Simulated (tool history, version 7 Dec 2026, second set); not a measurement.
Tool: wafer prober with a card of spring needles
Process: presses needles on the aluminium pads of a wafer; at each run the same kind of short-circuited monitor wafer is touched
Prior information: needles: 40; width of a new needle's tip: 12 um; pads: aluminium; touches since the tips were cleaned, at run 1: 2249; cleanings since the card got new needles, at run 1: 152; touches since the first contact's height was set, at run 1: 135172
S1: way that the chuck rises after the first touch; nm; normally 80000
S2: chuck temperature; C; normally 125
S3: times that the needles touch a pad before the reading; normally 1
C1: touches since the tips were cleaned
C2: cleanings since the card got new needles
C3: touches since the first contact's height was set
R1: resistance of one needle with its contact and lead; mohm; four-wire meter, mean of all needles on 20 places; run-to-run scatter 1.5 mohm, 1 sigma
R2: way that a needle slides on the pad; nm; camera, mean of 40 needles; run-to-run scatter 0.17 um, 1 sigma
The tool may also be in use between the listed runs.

run,day,S1,S2,S3,C1,C2,C3,R1,R2
1,0,80000,125,1,2249,152,135172,176,16260
# day 0.221: tips cleaned on abrasive film
# day 0.771: tips cleaned on abrasive film
# day 1.212: tips cleaned on abrasive film
# day 1.667: tips cleaned on abrasive film
2,1.667,80000,125,1,0,156,147014,155,16340
# day 2.108: tips cleaned on abrasive film
# day 2.55: tips cleaned on abrasive film
# day 2.992: tips cleaned on abrasive film
# day 3.542: tips cleaned on abrasive film
3,3.779,80000,125,1,1726,160,162034,175,16320
# day 4.004: tips cleaned on abrasive film
# day 4.442: tips cleaned on abrasive film
# day 4.992: tips cleaned on abrasive film
# day 5.542: tips cleaned on abrasive film
# day 6.071: tips cleaned on abrasive film
4,6.071,80000,125,1,0,165,178287,158,16290
# day 6.508: tips cleaned on abrasive film
# day 6.95: tips cleaned on abrasive film
# day 7.392: tips cleaned on abrasive film
5,7.638,80000,125,1,1757,168,189428,178,16110
# day 7.858: tips cleaned on abrasive film
# day 8.3: tips cleaned on abrasive film
# day 8.85: tips cleaned on abrasive film
6,9.004,80000,125,1,1124,171,199152,171,15950
# day 9.338: tips cleaned on abrasive film
# day 9.888: tips cleaned on abrasive film
# day 10.225: height of the first contact set anew
# day 10.446: tips cleaned on abrasive film
7,10.692,83000,125,1,1734,174,3298,176,17640
# day 10.912: tips cleaned on abrasive film
# day 11.354: tips cleaned on abrasive film
# day 11.792: tips cleaned on abrasive film
# day 12.342: tips cleaned on abrasive film
8,12.767,83000,125,1,3037,178,18062,182,17550
# day 12.879: tips cleaned on abrasive film
# day 13.321: tips cleaned on abrasive film
# day 13.871: tips cleaned on abrasive film
9,14.017,83000,125,1,1055,181,26936,163,17710
# day 14.346: tips cleaned on abrasive film
# day 14.896: tips cleaned on abrasive film
# day 15.338: tips cleaned on abrasive film
10,15.462,83000,125,1,887,184,37204,168,17840
# day 15.792: tips cleaned on abrasive film
# day 16.342: tips cleaned on abrasive film
# day 16.892: tips cleaned on abrasive film
# day 17.333: tips cleaned on abrasive film
# day 17.883: tips cleaned on abrasive film
11,17.967,83000,125,1,602,189,55008,162,17260
# day 18.408: tips cleaned on abrasive film
# day 18.846: tips cleaned on abrasive film
# day 19.288: tips cleaned on abrasive film
# day 19.838: tips cleaned on abrasive film
# day 20.279: tips cleaned on abrasive film
12,20.696,80000,125,1,3008,194,74437,193,16590
# day 20.812: tips cleaned on abrasive film
# day 21.25: tips cleaned on abrasive film
# day 21.8: tips cleaned on abrasive film
# day 22.242: tips cleaned on abrasive film
13,22.296,80000,125,1,387,198,85771,163,16620
# day 22.738: tips cleaned on abrasive film
# day 23.283: tips cleaned on abrasive film
# day 23.833: tips cleaned on abrasive film
14,24.054,80000,125,1,1583,201,98300,178,16570
# day 24.279: tips cleaned on abrasive film
# day 24.721: tips cleaned on abrasive film
# day 25.271: tips cleaned on abrasive film
15,25.317,92000,125,1,339,204,107250,161,18690
# day 25.758: tips cleaned on abrasive film
# day 26.196: tips cleaned on abrasive film
# day 26.638: tips cleaned on abrasive film
# day 27.079: tips cleaned on abrasive film
# day 27.629: tips cleaned on abrasive film
16,27.979,92000,125,1,2525,209,126196,177,18850
# day 28.092: tips cleaned on abrasive film
# day 28.533: tips cleaned on abrasive film
# day 29.083: tips cleaned on abrasive film
17,29.288,80000,113,2,1461,212,135476,170,16370
# day 29.621: tips cleaned on abrasive film
# day 30.058: tips cleaned on abrasive film
# day 30.608: tips cleaned on abrasive film
18,30.758,80000,29,3,1063,215,145922,146,16400
# day 31.088: tips cleaned on abrasive film
# day 31.638: tips cleaned on abrasive film
# day 32.079: tips cleaned on abrasive film
# day 32.629: tips cleaned on abrasive film
# day 33.071: tips cleaned on abrasive film
19,33.329,80000,29,3,1855,220,164198,150,15850
# day 33.55: tips cleaned on abrasive film
# day 34.1: tips cleaned on abrasive film
# day 34.542: tips cleaned on abrasive film
20,34.825,80000,125,1,2031,223,174832,186,16010
# day 35.046: tips cleaned on abrasive film
# day 35.596: tips cleaned on abrasive film
# day 36.146: tips cleaned on abrasive film
21,36.146,80000,125,1,0,226,184207,163,15990
# day 36.583: tips cleaned on abrasive film
# day 37.025: tips cleaned on abrasive film
# day 37.517: tips cleaned on abrasive film
22,37.517,80000,125,2,0,229,193968,156,16060
# day 37.958: tips cleaned on abrasive film
# day 38.4: tips cleaned on abrasive film
# day 38.95: tips cleaned on abrasive film
# day 39.471: tips cleaned on abrasive film
# day 39.483: height of the first contact set anew
23,39.483,80000,125,2,0,233,0,154,16810
# day 40.029: tips cleaned on abrasive film
# day 40.579: tips cleaned on abrasive film
# day 41.021: tips cleaned on abrasive film
# day 41.571: tips cleaned on abrasive film
24,41.733,79000,125,2,1179,237,16034,167,16610
# day 42.067: tips cleaned on abrasive film
# day 42.508: tips cleaned on abrasive film
# day 42.946: tips cleaned on abrasive film
25,43.15,79000,125,2,1451,240,26086,171,16490
# day 43.483: tips cleaned on abrasive film
# day 43.921: tips cleaned on abrasive film
# day 44.471: tips cleaned on abrasive film
26,44.55,90000,79,2,550,243,36020,152,19230
# day 44.988: tips cleaned on abrasive film
# day 45.429: tips cleaned on abrasive film
# day 45.871: tips cleaned on abrasive film
# day 46.312: tips cleaned on abrasive film
# day 46.858: tips cleaned on abrasive film
27,47.258,90000,79,2,2843,248,55283,165,19000

Forecast each of these 3 alternatives for the next run:
# day 47.371: tips cleaned on abrasive film
# day 47.808: tips cleaned on abrasive film
# day 48.358: tips cleaned on abrasive film
# day 48.8: tips cleaned on abrasive film
# day 49.35: tips cleaned on abrasive film
A,49.679,80000,125,1,2367,253,72506,?,?
# day 47.371: tips cleaned on abrasive film
# day 47.808: tips cleaned on abrasive film
# day 48.358: tips cleaned on abrasive film
# day 48.8: tips cleaned on abrasive film
# day 49.35: tips cleaned on abrasive film
B,49.679,75000,82,1,2367,253,72506,?,?
# day 47.371: tips cleaned on abrasive film
# day 47.808: tips cleaned on abrasive film
# day 48.358: tips cleaned on abrasive film
# day 48.8: tips cleaned on abrasive film
# day 49.35: tips cleaned on abrasive film
C,49.679,67000,27,1,2367,253,72506,?,?

run,R1,R2
A,193,16600
B,198,15690
C,202,13740
The same runs, with their run-to-run variation unchanged, on a tool lacking any hidden condition would have given:
run,R1,R2
A,148,16980
B,144,16070
C,132,14130
